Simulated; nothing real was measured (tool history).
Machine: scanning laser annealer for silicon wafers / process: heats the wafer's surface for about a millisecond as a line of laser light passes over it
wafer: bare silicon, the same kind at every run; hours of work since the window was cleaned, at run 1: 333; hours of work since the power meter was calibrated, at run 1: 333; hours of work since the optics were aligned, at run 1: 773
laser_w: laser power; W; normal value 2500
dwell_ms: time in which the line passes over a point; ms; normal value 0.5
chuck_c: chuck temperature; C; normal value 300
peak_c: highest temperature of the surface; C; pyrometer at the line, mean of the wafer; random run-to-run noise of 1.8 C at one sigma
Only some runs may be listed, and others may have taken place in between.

run	hour	laser_w	dwell_ms	chuck_c	hours of work since the window was cleaned	hours of work since the power meter was calibrated	hours of work since the optics were aligned	peak_c
1	0	2500	0.5	300	333	333	773	989
2	24.4	2500	0.5	300	351	351	791	986
3	54.5	2500	0.5	319	372	372	812	1006
4	73.6	2500	0.5	319	385	385	825	1004
5	97.3	2500	0.5	319	402	402	842	1006
6	128.2	2500	0.5	319	424	424	864	1002
7	141.8	2500	0.5	300	434	434	873	980
8	168.4	2500	0.532	300	452	452	892	1001
9	194.3	2500	0.532	300	471	471	910	1000
10	213.7	2500	0.532	300	484	484	924	999
11	242.9	2500	0.532	300	505	505	945	995
# hour 262.3: window over the wafer cleaned
12	272.8	2500	0.532	300	7	525	964	1023
13	295.3	2500	0.5	315	23	541	980	1018

Run 14 has not been measured yet. What should we expect?
14	324.9	2500	0.5	315	44	561	1001	?

{"run 14": {"peak_c": 1013}}
Minus the tool's unlogged condition, the same run would have read peak_c 1023 C.
